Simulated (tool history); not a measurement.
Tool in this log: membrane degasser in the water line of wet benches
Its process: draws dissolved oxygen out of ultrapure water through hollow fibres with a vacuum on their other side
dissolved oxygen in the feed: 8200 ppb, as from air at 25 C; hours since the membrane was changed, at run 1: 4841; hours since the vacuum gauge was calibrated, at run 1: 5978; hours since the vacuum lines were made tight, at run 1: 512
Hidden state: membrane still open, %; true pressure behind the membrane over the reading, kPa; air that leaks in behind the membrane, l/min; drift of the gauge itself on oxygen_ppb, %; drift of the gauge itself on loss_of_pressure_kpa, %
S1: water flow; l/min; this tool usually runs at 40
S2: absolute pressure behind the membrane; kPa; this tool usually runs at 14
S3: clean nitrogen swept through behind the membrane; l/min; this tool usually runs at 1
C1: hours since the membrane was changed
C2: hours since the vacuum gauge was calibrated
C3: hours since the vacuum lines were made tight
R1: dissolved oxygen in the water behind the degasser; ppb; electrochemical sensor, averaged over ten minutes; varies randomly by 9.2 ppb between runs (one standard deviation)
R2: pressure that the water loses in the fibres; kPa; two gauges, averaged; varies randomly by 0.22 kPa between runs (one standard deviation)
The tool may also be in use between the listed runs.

{"run": 1, "hour": 0.0, "S1": 40, "S2": 14, "S3": 1, "C1": 4841, "C2": 5978, "C3": 512, "R1": 1072.6, "R2": 57}
{"hour": 83.2, "done": "vacuum gauge calibrated"}
{"run": 2, "hour": 168.3, "S1": 40, "S2": 17, "S3": 1, "C1": 5009, "C2": 85, "C3": 680, "R1": 1259.1, "R2": 57.26}
{"run": 3, "hour": 495.2, "S1": 40, "S2": 16.5, "S3": 1, "C1": 5336, "C2": 412, "C3": 1007, "R1": 1246, "R2": 57.18}
{"run": 4, "hour": 701.3, "S1": 40, "S2": 16.5, "S3": 1, "C1": 5542, "C2": 618, "C3": 1213, "R1": 1249, "R2": 57.13}
{"run": 5, "hour": 885.4, "S1": 40, "S2": 16.5, "S3": 1, "C1": 5726, "C2": 802, "C3": 1397, "R1": 1247.3, "R2": 57.45}
{"run": 6, "hour": 1088.7, "S1": 40, "S2": 16.5, "S3": 1, "C1": 5929, "C2": 1006, "C3": 1600, "R1": 1249.3, "R2": 57.48}
{"run": 7, "hour": 1274.4, "S1": 25, "S2": 14, "S3": 1, "C1": 6115, "C2": 1191, "C3": 1786, "R1": 626.6, "R2": 35.68}
{"run": 8, "hour": 1457.7, "S1": 40, "S2": 30.3, "S3": 1, "C1": 6298, "C2": 1375, "C3": 1969, "R1": 1992.5, "R2": 58.17}
{"run": 9, "hour": 1650.4, "S1": 40, "S2": 30.3, "S3": 1, "C1": 6491, "C2": 1567, "C3": 2162, "R1": 2008, "R2": 57.84}
{"run": 10, "hour": 1856.7, "S1": 40, "S2": 30.3, "S3": 1, "C1": 6697, "C2": 1774, "C3": 2368, "R1": 2009.1, "R2": 58.18}
{"hour": 2018.9, "done": "vacuum gauge calibrated, once more"}
{"run": 11, "hour": 2093.0, "S1": 40, "S2": 30.3, "S3": 1, "C1": 6933, "C2": 74, "C3": 2604, "R1": 2019, "R2": 57.82}
{"run": 12, "hour": 2425.0, "S1": 40, "S2": 30.3, "S3": 2.41, "C1": 7265, "C2": 406, "C3": 2936, "R1": 1189.8, "R2": 58.29}
{"run": 13, "hour": 2622.3, "S1": 40, "S2": 17.9, "S3": 2.41, "C1": 7462, "C2": 603, "C3": 3134, "R1": 815.4, "R2": 58.1}
{"run": 14, "hour": 2793.9, "S1": 40, "S2": 17.9, "S3": 2.41, "C1": 7634, "C2": 775, "C3": 3305, "R1": 823.6, "R2": 58.52}
{"run": 15, "hour": 3158.7, "S1": 40, "S2": 17.9, "S3": 2.41, "C1": 7999, "C2": 1140, "C3": 3670, "R1": 825.4, "R2": 58.6}
{"run": 16, "hour": 3466.6, "S1": 40, "S2": 17.9, "S3": 2.41, "C1": 8307, "C2": 1448, "C3": 3978, "R1": 822.2, "R2": 58.29}
{"run": 17, "hour": 3642.5, "S1": 26, "S2": 21.1, "S3": 1.75, "C1": 8482, "C2": 1624, "C3": 4154, "R1": 655.4, "R2": 38.2}
{"run": 18, "hour": 3808.1, "S1": 26, "S2": 21.1, "S3": 1.75, "C1": 8648, "C2": 1789, "C3": 4319, "R1": 657.4, "R2": 37.81}

For run 19, what comes out?
{"hour": 3862.9, "done": "seals of the vacuum lines changed"}
{"run": 19, "hour": 4061.9, "S1": 24, "S2": 14.7, "S3": 0.61, "C1": 8900, "C2": 2041, "C3": 199, "R1": "?", "R2": "?"}

R1: 897.7 ppb
R2: 35.67 kPa
Had the tool carried no hidden state, the very same run would have given R1 877.1 ppb, R2 33.48 kPa.
